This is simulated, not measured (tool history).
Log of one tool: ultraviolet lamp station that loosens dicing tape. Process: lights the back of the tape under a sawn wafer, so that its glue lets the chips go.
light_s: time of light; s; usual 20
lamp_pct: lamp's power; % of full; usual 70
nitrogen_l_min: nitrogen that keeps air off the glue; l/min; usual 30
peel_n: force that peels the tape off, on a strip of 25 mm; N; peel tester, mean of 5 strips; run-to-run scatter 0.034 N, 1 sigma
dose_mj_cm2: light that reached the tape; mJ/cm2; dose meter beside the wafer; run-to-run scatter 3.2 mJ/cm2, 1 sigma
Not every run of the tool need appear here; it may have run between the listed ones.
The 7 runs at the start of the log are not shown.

| run | hour | light_s | lamp_pct | nitrogen_l_min | hours of work of the lamp | hours of work since the window was cleaned | peel_n | dose_mj_cm2 |
|---|---|---|---|---|---|---|---|---|
| 8 | 79.8 | 20 | 70 | 30 | 39 | 60 | 1.911 | 446 |
| 9 | 89.6 | 20 | 70 | 30 | 43 | 64 | 1.945 | 445 |
| 10 | 97.0 | 20 | 70 | 30 | 46 | 67 | 1.908 | 441 |
| 11 | 108.9 | 20 | 70 | 30 | 51 | 72 | 1.984 | 438 |
| 12 | 119.0 | 20 | 70 | 30 | 55 | 76 | 1.991 | 435 |
| 13 | 131.5 | 20 | 83 | 30 | 61 | 81 | 1.517 | 517 |
| 14 | 139.4 | 20 | 70 | 30 | 64 | 85 | 2.070 | 435 |
| 15 | 156.1 | 20 | 70 | 30 | 71 | 92 | 2.094 | 428 |
| 16 | 171.6 | 20 | 70 | 33 | 78 | 98 | 1.940 | 423 |
| 17 | 183.8 | 20 | 70 | 33 | 83 | 104 | 1.960 | 427 |
| 18 | 199.8 | 20 | 77 | 30 | 90 | 110 | 1.749 | 466 |
| 19 | 215.8 | 20 | 77 | 30 | 96 | 117 | 1.842 | 455 |
| 20 | 232.2 | 20 | 77 | 30 | 103 | 124 | 1.916 | 459 |
| 21 | 248.5 | 20 | 77 | 30 | 110 | 131 | 1.932 | 450 |

Forecast run 22:
| 22 | 262.9 | 20 | 77 | 30 | 116 | 137 | ? | ? |

{"run 22": {"peel_n": 1.92, "dose_mj_cm2": 454}}
Had the tool carried no hidden state, the very same run would have given peel_n 1.390 N, dose_mj_cm2 542 mJ/cm2.
